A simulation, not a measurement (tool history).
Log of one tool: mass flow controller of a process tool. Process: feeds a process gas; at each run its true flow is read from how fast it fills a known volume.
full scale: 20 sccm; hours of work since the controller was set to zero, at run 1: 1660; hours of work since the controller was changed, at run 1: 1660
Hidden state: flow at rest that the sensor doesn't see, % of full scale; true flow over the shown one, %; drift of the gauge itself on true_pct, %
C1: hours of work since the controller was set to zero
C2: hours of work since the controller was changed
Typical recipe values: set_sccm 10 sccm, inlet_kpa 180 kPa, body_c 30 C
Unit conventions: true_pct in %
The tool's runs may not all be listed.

{"run": 1, "hour": 0.0, "set_sccm": 10, "inlet_kpa": 180, "body_c": 30, "C1": 1660, "C2": 1660, "true_pct": 98.55}
{"run": 2, "hour": 63.8, "set_sccm": 10, "inlet_kpa": 180, "body_c": 30, "C1": 1699, "C2": 1699, "true_pct": 98.45}
{"run": 3, "hour": 112.7, "set_sccm": 8, "inlet_kpa": 180, "body_c": 30, "C1": 1730, "C2": 1730, "true_pct": 98.44}
{"run": 4, "hour": 191.0, "set_sccm": 8, "inlet_kpa": 210, "body_c": 30, "C1": 1778, "C2": 1778, "true_pct": 98.02}
{"run": 5, "hour": 270.7, "set_sccm": 10, "inlet_kpa": 180, "body_c": 30, "C1": 1827, "C2": 1827, "true_pct": 98.55}
{"run": 6, "hour": 305.8, "set_sccm": 10, "inlet_kpa": 180, "body_c": 30, "C1": 1849, "C2": 1849, "true_pct": 98.46}
{"run": 7, "hour": 369.8, "set_sccm": 10, "inlet_kpa": 180, "body_c": 30, "C1": 1889, "C2": 1889, "true_pct": 98.39}
{"run": 8, "hour": 444.0, "set_sccm": 10, "inlet_kpa": 180, "body_c": 30, "C1": 1934, "C2": 1934, "true_pct": 98.43}
{"run": 9, "hour": 510.6, "set_sccm": 10, "inlet_kpa": 180, "body_c": 30, "C1": 1976, "C2": 1976, "true_pct": 98.45}
{"run": 10, "hour": 580.5, "set_sccm": 10, "inlet_kpa": 180, "body_c": 30, "C1": 2019, "C2": 2019, "true_pct": 98.35}
{"run": 11, "hour": 645.4, "set_sccm": 10, "inlet_kpa": 156, "body_c": 30, "C1": 2059, "C2": 2059, "true_pct": 98.49}
{"run": 12, "hour": 685.1, "set_sccm": 10, "inlet_kpa": 156, "body_c": 30, "C1": 2084, "C2": 2084, "true_pct": 98.65}
{"run": 13, "hour": 729.7, "set_sccm": 10, "inlet_kpa": 156, "body_c": 30, "C1": 2111, "C2": 2111, "true_pct": 98.5}
{"run": 14, "hour": 762.7, "set_sccm": 10, "inlet_kpa": 156, "body_c": 30, "C1": 2132, "C2": 2132, "true_pct": 98.46}
{"run": 15, "hour": 819.3, "set_sccm": 10, "inlet_kpa": 180, "body_c": 30, "C1": 2167, "C2": 2167, "true_pct": 98.4}
{"run": 16, "hour": 881.3, "set_sccm": 10, "inlet_kpa": 161, "body_c": 30, "C1": 2205, "C2": 2205, "true_pct": 98.42}
{"run": 17, "hour": 939.6, "set_sccm": 10, "inlet_kpa": 161, "body_c": 30, "C1": 2241, "C2": 2241, "true_pct": 98.4}
{"run": 18, "hour": 972.3, "set_sccm": 10, "inlet_kpa": 161, "body_c": 30, "C1": 2261, "C2": 2261, "true_pct": 98.37}
{"run": 19, "hour": 1034.1, "set_sccm": 10, "inlet_kpa": 220, "body_c": 30, "C1": 2299, "C2": 2299, "true_pct": 97.96}
{"run": 20, "hour": 1075.3, "set_sccm": 10, "inlet_kpa": 150, "body_c": 30, "C1": 2325, "C2": 2325, "true_pct": 98.48}
{"hour": 1080.1, "done": "controller's zero set anew"}
{"run": 21, "hour": 1132.1, "set_sccm": 10, "inlet_kpa": 150, "body_c": 30, "C1": 32, "C2": 2360, "true_pct": 98.07}
{"run": 22, "hour": 1206.5, "set_sccm": 10, "inlet_kpa": 200, "body_c": 30, "C1": 78, "C2": 2406, "true_pct": 97.68}
{"run": 23, "hour": 1241.8, "set_sccm": 10, "inlet_kpa": 200, "body_c": 30, "C1": 100, "C2": 2428, "true_pct": 97.6}
{"run": 24, "hour": 1282.8, "set_sccm": 10, "inlet_kpa": 180, "body_c": 30, "C1": 125, "C2": 2453, "true_pct": 97.91}
{"hour": 1328.5, "done": "controller's zero set anew, once more"}
{"run": 25, "hour": 1342.4, "set_sccm": 4, "inlet_kpa": 196, "body_c": 30, "C1": 9, "C2": 2490, "true_pct": 98.48}
{"run": 26, "hour": 1407.0, "set_sccm": 16, "inlet_kpa": 269, "body_c": 36, "C1": 49, "C2": 2530, "true_pct": 97.9}
{"run": 27, "hour": 1451.8, "set_sccm": 11, "inlet_kpa": 269, "body_c": 22, "C1": 76, "C2": 2557, "true_pct": 98.82}
{"run": 28, "hour": 1488.4, "set_sccm": 16, "inlet_kpa": 177, "body_c": 28, "C1": 99, "C2": 2580, "true_pct": 99.28}
{"run": 29, "hour": 1566.1, "set_sccm": 5, "inlet_kpa": 180, "body_c": 34, "C1": 147, "C2": 2628, "true_pct": 98.24}
{"run": 30, "hour": 1632.3, "set_sccm": 10, "inlet_kpa": 220, "body_c": 28, "C1": 188, "C2": 2669, "true_pct": 98.77}
{"run": 31, "hour": 1669.4, "set_sccm": 10, "inlet_kpa": 180, "body_c": 20, "C1": 211, "C2": 2692, "true_pct": 99.64}
{"run": 32, "hour": 1730.8, "set_sccm": 10, "inlet_kpa": 180, "body_c": 20, "C1": 249, "C2": 2730, "true_pct": 99.59}
{"run": 33, "hour": 1808.4, "set_sccm": 16, "inlet_kpa": 179, "body_c": 25, "C1": 297, "C2": 2778, "true_pct": 99.43}
{"run": 34, "hour": 1881.5, "set_sccm": 16, "inlet_kpa": 179, "body_c": 25, "C1": 342, "C2": 2823, "true_pct": 99.23}
{"run": 35, "hour": 1918.3, "set_sccm": 4, "inlet_kpa": 157, "body_c": 34, "C1": 365, "C2": 2846, "true_pct": 98.05}
{"run": 36, "hour": 1957.5, "set_sccm": 4, "inlet_kpa": 157, "body_c": 34, "C1": 389, "C2": 2870, "true_pct": 98.09}
{"run": 37, "hour": 2017.6, "set_sccm": 4, "inlet_kpa": 157, "body_c": 34, "C1": 426, "C2": 2907, "true_pct": 98.16}
{"run": 38, "hour": 2080.5, "set_sccm": 17, "inlet_kpa": 170, "body_c": 30, "C1": 465, "C2": 2946, "true_pct": 99.0}
{"run": 39, "hour": 2158.7, "set_sccm": 6, "inlet_kpa": 170, "body_c": 30, "C1": 514, "C2": 2994, "true_pct": 98.39}
{"run": 40, "hour": 2209.8, "set_sccm": 18, "inlet_kpa": 151, "body_c": 26, "C1": 545, "C2": 3026, "true_pct": 99.5}
{"run": 41, "hour": 2247.8, "set_sccm": 17, "inlet_kpa": 230, "body_c": 22, "C1": 569, "C2": 3050, "true_pct": 99.07}
{"run": 42, "hour": 2297.8, "set_sccm": 13, "inlet_kpa": 230, "body_c": 21, "C1": 600, "C2": 3081, "true_pct": 98.96}
{"run": 43, "hour": 2368.4, "set_sccm": 13, "inlet_kpa": 230, "body_c": 21, "C1": 643, "C2": 3124, "true_pct": 99.0}
{"run": 44, "hour": 2419.6, "set_sccm": 13, "inlet_kpa": 183, "body_c": 26, "C1": 675, "C2": 3156, "true_pct": 98.86}
{"run": 45, "hour": 2458.3, "set_sccm": 13, "inlet_kpa": 179, "body_c": 26, "C1": 699, "C2": 3180, "true_pct": 99.17}
{"run": 46, "hour": 2493.7, "set_sccm": 13, "inlet_kpa": 179, "body_c": 26, "C1": 721, "C2": 3202, "true_pct": 98.95}
{"run": 47, "hour": 2540.3, "set_sccm": 13, "inlet_kpa": 179, "body_c": 26, "C1": 750, "C2": 3230, "true_pct": 98.97}
{"run": 48, "hour": 2611.1, "set_sccm": 13, "inlet_kpa": 157, "body_c": 37, "C1": 793, "C2": 3274, "true_pct": 98.34}

What if the next run were any one of these 3? Each begins from the tool's condition after run 48:
{"run": "A", "hour": 2648.1, "set_sccm": 4, "inlet_kpa": 240, "body_c": 35, "C1": 816, "C2": 3297, "true_pct": "?"}
{"run": "B", "hour": 2648.1, "set_sccm": 6, "inlet_kpa": 157, "body_c": 37, "C1": 816, "C2": 3297, "true_pct": "?"}
{"run": "C", "hour": 2648.1, "set_sccm": 8, "inlet_kpa": 159, "body_c": 38, "C1": 816, "C2": 3297, "true_pct": "?"}

run=A true_pct=96.91
run=B true_pct=97.83
run=C true_pct=97.85
What these runs would have given with no unlogged condition in the tool:
run=A true_pct=98.52
run=B true_pct=99.13
run=C true_pct=99.00
